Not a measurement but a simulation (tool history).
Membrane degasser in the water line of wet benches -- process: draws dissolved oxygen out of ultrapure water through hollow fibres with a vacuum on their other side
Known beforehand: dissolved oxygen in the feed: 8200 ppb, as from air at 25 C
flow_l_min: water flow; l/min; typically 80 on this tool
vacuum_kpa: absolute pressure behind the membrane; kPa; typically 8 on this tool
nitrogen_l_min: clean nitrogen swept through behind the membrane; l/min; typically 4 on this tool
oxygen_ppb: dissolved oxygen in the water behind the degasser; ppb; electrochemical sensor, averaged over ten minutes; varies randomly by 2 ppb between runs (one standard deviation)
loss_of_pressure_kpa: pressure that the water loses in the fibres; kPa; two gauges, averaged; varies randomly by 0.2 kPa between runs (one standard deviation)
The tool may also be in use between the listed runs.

run	day	flow_l_min	vacuum_kpa	nitrogen_l_min	oxygen_ppb	loss_of_pressure_kpa
1	0	80	8	4	217.2	45.29
2	1.512	80	8	4	215.9	45.02
3	5.004	80	8	4	216	45.15
4	7.958	80	8	4	215	45.16
5	11.267	80	8	4	218.2	45.69
6	12.921	80	8	4	216.3	45.45
7	16.171	80	5.59	4	112.1	45.39
8	19.012	53	10.87	4.02	231.3	29.97
9	21.429	55	8	4	154	31.07
10	24.742	60	16.75	2.21	744.6	34.41
11	27.304	105	5.7	4	160.3	59.72
12	30.883	105	5.7	4	148.2	59.66

Put back what was entered between runs (2 entries, withheld): which listed runs does each sit between, and how does the hidden state differ from the listed run before to the listed run after?
After run 8, before run 9: vacuum gauge calibrated (day 19.192)
  true pressure behind the membrane over the reading, kPa: 0.09 -> 0.15; air that leaks in behind the membrane, l/min: 0.0069 -> 0.007
  measured value less the no-hidden-state value, oxygen_ppb: +3.2 -> +5 ppb; loss_of_pressure_kpa: +0.47 -> +0.5 kPa
After run 11, before run 12: vacuum gauge calibrated, once more (day 27.612)
  true pressure behind the membrane over the reading, kPa: 0.16 -> -0.01; air that leaks in behind the membrane, l/min: 0.0073 -> 0.0075
  measured value less the no-hidden-state value, oxygen_ppb: +10.1 -> +0.4 ppb; loss_of_pressure_kpa: +1 -> +1.02 kPa
